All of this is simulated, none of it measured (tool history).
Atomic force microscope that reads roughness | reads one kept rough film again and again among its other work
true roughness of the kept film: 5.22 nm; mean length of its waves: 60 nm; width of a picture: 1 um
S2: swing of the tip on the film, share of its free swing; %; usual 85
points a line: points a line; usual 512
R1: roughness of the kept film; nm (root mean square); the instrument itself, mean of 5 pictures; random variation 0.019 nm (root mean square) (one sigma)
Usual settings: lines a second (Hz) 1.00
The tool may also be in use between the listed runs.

Run 1, hour 0.0: usual settings. Result: R1 4.328 nm (root mean square).
At hour 23.1: new tip fitted.
Run 2, hour 49.2: usual settings. Result: R1 4.566 nm (root mean square).
Run 3, hour 99.1: usual settings but S2 81 %. Result: R1 4.373 nm (root mean square).
Run 4, hour 132.9: usual settings but S2 73 %. Result: R1 4.329 nm (root mean square).
At hour 139.4: new tip fitted.
Run 5, hour 180.4: usual settings. Result: R1 4.503 nm (root mean square).
Run 6, hour 215.2: usual settings. Result: R1 4.366 nm (root mean square).
At hour 257.4: new tip fitted.
Run 7, hour 263.6: usual settings. Result: R1 4.656 nm (root mean square).
Run 8, hour 291.2: usual settings. Result: R1 4.502 nm (root mean square).
Run 9, hour 313.7: usual settings but S2 57 %. Result: R1 4.605 nm (root mean square).
Run 10, hour 336.3: usual settings but S2 57 %. Result: R1 4.516 nm (root mean square).
Run 11, hour 365.1: usual settings but S2 57 %, points a line 873. Result: R1 4.369 nm (root mean square).
At hour 369.7: height scale calibrated on a step standard.
At hour 374.2: new tip fitted.
Run 12, hour 415.5: usual settings but S2 73 %, points a line 957. Result: R1 4.628 nm (root mean square).
Run 13, hour 461.5: usual settings but lines a second (Hz) 0.85, S2 56 %, points a line 957. Result: R1 4.530 nm (root mean square).
At hour 489.6: new tip fitted.
Run 14, hour 508.3: usual settings but points a line 769. Result: R1 4.635 nm (root mean square).
Run 15, hour 539.3: usual settings but points a line 769. Result: R1 4.443 nm (root mean square).
Run 16, hour 575.9: usual settings but lines a second (Hz) 1.67, S2 88 %, points a line 718. Result: R1 4.086 nm (root mean square).
At hour 603.7: new tip fitted.
Run 17, hour 609.6: usual settings but lines a second (Hz) 1.72, S2 60 %, points a line 369. Result: R1 4.834 nm (root mean square).
Run 18, hour 648.8: usual settings but lines a second (Hz) 0.70, S2 79 %. Result: R1 4.679 nm (root mean square).
At hour 668.4: height scale calibrated on a step standard, once more.
Run 19, hour 687.2: usual settings but lines a second (Hz) 0.70, S2 79 %. Result: R1 4.466 nm (root mean square).
At hour 719.7: new tip fitted.
Run 20, hour 737.5: usual settings but lines a second (Hz) 2.15, S2 79 %, points a line 785. Result: R1 4.420 nm (root mean square).
Run 21, hour 789.4: usual settings but lines a second (Hz) 0.71, S2 62 %, points a line 264. Result: R1 4.601 nm (root mean square).

Hidden state or all else? Some run-to-run changes of R1, split into what the settings, what came in and random variation would give without the hidden state, and what is left for the hidden state (with any gauge scatter that isn't in both results):
The hidden state here: radius of the tip, nm; height scale over the true one, %; drift of the gauge itself on roughness_nm, %.
Run 11 -> 12: S2 57 -> 73, points a line 873 -> 957, height scale calibrated on a step standard, new tip fitted. R1 +0.259 nm (root mean square): hidden state +0.343, all else -0.084.
Run 15 -> 16: lines a second (Hz) 1.00 -> 1.67, S2 85 -> 88, points a line 769 -> 718. R1 -0.357 nm (root mean square): hidden state -0.142, all else -0.215.
Run 16 -> 17: lines a second (Hz) 1.67 -> 1.72, S2 88 -> 60, points a line 718 -> 369, new tip fitted. R1 +0.748 nm (root mean square): hidden state +0.365, all else +0.383.

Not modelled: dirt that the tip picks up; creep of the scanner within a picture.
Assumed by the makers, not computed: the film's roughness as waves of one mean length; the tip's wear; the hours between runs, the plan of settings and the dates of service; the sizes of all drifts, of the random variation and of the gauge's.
